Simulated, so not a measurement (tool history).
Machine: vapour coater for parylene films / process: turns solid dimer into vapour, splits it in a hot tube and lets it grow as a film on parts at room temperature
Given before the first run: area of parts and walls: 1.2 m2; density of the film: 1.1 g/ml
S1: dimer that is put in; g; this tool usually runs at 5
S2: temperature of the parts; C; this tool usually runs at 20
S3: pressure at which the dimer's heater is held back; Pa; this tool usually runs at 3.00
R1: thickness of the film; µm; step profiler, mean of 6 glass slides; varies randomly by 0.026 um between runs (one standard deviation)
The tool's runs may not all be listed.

{"run": 1, "hour": 0.0, "S1": 5, "S2": 20, "S3": 3.0, "R1": 1.86}
{"run": 2, "hour": 16.6, "S1": 5, "S2": 20, "S3": 3.0, "R1": 1.85}
{"run": 3, "hour": 33.4, "S1": 5, "S2": 20, "S3": 3.0, "R1": 1.82}
{"run": 4, "hour": 50.8, "S1": 5, "S2": 20, "S3": 2.58, "R1": 1.89}
{"run": 5, "hour": 61.8, "S1": 5, "S2": 29, "S3": 2.58, "R1": 1.36}
{"run": 6, "hour": 78.7, "S1": 5, "S2": 20, "S3": 3.0, "R1": 1.85}
{"run": 7, "hour": 91.2, "S1": 5, "S2": 20, "S3": 3.0, "R1": 1.83}
{"run": 8, "hour": 101.9, "S1": 5, "S2": 20, "S3": 3.0, "R1": 1.82}
{"run": 9, "hour": 115.3, "S1": 5, "S2": 20, "S3": 3.0, "R1": 1.81}
{"hour": 125.5, "done": "trap's valve overhauled"}
{"run": 10, "hour": 136.3, "S1": 5, "S2": 20, "S3": 3.0, "R1": 2.05}
{"run": 11, "hour": 148.5, "S1": 5, "S2": 20, "S3": 3.0, "R1": 2.05}
{"run": 12, "hour": 161.5, "S1": 5, "S2": 20, "S3": 3.0, "R1": 2.05}
{"run": 13, "hour": 171.9, "S1": 5, "S2": 20, "S3": 3.0, "R1": 2.05}
{"run": 14, "hour": 184.6, "S1": 5, "S2": 20, "S3": 3.0, "R1": 2.05}
{"run": 15, "hour": 197.4, "S1": 5, "S2": 20, "S3": 3.0, "R1": 2.03}
{"run": 16, "hour": 210.3, "S1": 5, "S2": 20, "S3": 8.17, "R1": 1.62}
{"run": 17, "hour": 230.4, "S1": 5, "S2": 20, "S3": 3.0, "R1": 2.0}
{"run": 18, "hour": 239.1, "S1": 5, "S2": 20, "S3": 3.0, "R1": 2.02}
{"run": 19, "hour": 248.2, "S1": 5, "S2": 20, "S3": 3.0, "R1": 1.99}
{"run": 20, "hour": 264.6, "S1": 5, "S2": 20, "S3": 3.0, "R1": 1.98}
{"run": 21, "hour": 275.8, "S1": 5, "S2": 20, "S3": 3.0, "R1": 2.02}
{"run": 22, "hour": 286.6, "S1": 5, "S2": 20, "S3": 9.02, "R1": 1.61}
{"run": 23, "hour": 301.8, "S1": 5, "S2": 20, "S3": 9.02, "R1": 1.6}
{"run": 24, "hour": 311.6, "S1": 5, "S2": 20, "S3": 9.02, "R1": 1.57}
{"run": 25, "hour": 323.5, "S1": 5, "S2": 20, "S3": 9.02, "R1": 1.54}
{"run": 26, "hour": 342.6, "S1": 5, "S2": 20, "S3": 9.02, "R1": 1.6}
{"run": 27, "hour": 352.1, "S1": 3, "S2": 20, "S3": 9.02, "R1": 0.96}
{"run": 28, "hour": 370.8, "S1": 3, "S2": 20, "S3": 9.02, "R1": 0.95}
{"run": 29, "hour": 388.8, "S1": 3, "S2": 20, "S3": 9.02, "R1": 0.92}
{"run": 30, "hour": 401.3, "S1": 3, "S2": 20, "S3": 9.02, "R1": 0.91}
{"run": 31, "hour": 418.4, "S1": 3, "S2": 20, "S3": 9.02, "R1": 0.92}
{"run": 32, "hour": 437.4, "S1": 7, "S2": 20, "S3": 2.56, "R1": 2.82}
{"run": 33, "hour": 457.7, "S1": 4, "S2": 28, "S3": 5.96, "R1": 0.96}
{"run": 34, "hour": 470.3, "S1": 4, "S2": 28, "S3": 5.96, "R1": 1.0}
{"run": 35, "hour": 482.1, "S1": 2, "S2": 28, "S3": 4.08, "R1": 0.55}
{"run": 36, "hour": 502.7, "S1": 2, "S2": 28, "S3": 4.08, "R1": 0.52}
{"run": 37, "hour": 515.8, "S1": 3, "S2": 15, "S3": 4.08, "R1": 1.33}
{"run": 38, "hour": 531.7, "S1": 5, "S2": 26, "S3": 5.05, "R1": 1.35}
{"run": 39, "hour": 547.8, "S1": 5, "S2": 26, "S3": 5.05, "R1": 1.32}
{"run": 40, "hour": 561.4, "S1": 4, "S2": 21, "S3": 6.53, "R1": 1.26}
{"run": 41, "hour": 570.3, "S1": 7, "S2": 14, "S3": 3.0, "R1": 3.3}
{"run": 42, "hour": 582.2, "S1": 8, "S2": 14, "S3": 3.0, "R1": 3.77}
{"run": 43, "hour": 596.9, "S1": 8, "S2": 14, "S3": 3.0, "R1": 3.75}
{"run": 44, "hour": 612.5, "S1": 7, "S2": 21, "S3": 9.06, "R1": 1.97}
{"run": 45, "hour": 624.5, "S1": 3, "S2": 20, "S3": 5.3, "R1": 0.99}
{"run": 46, "hour": 635.1, "S1": 3, "S2": 20, "S3": 5.3, "R1": 1.02}
{"run": 47, "hour": 647.3, "S1": 3, "S2": 20, "S3": 5.3, "R1": 0.96}

Here are 3 independent what-if runs from the current tool condition. What would each one return?
{"run": "A", "hour": 657.9, "S1": 7, "S2": 19, "S3": 5.53, "R1": "?"}
{"run": "B", "hour": 657.9, "S1": 3, "S2": 20, "S3": 5.58, "R1": "?"}
{"run": "C", "hour": 657.9, "S1": 3, "S2": 20, "S3": 3.0, "R1": "?"}

run=A R1=2.35
run=B R1=0.95
run=C R1=1.09
With no hidden state in the tool, these same runs would have given:
run=A R1=2.69
run=B R1=1.09
run=C R1=1.25
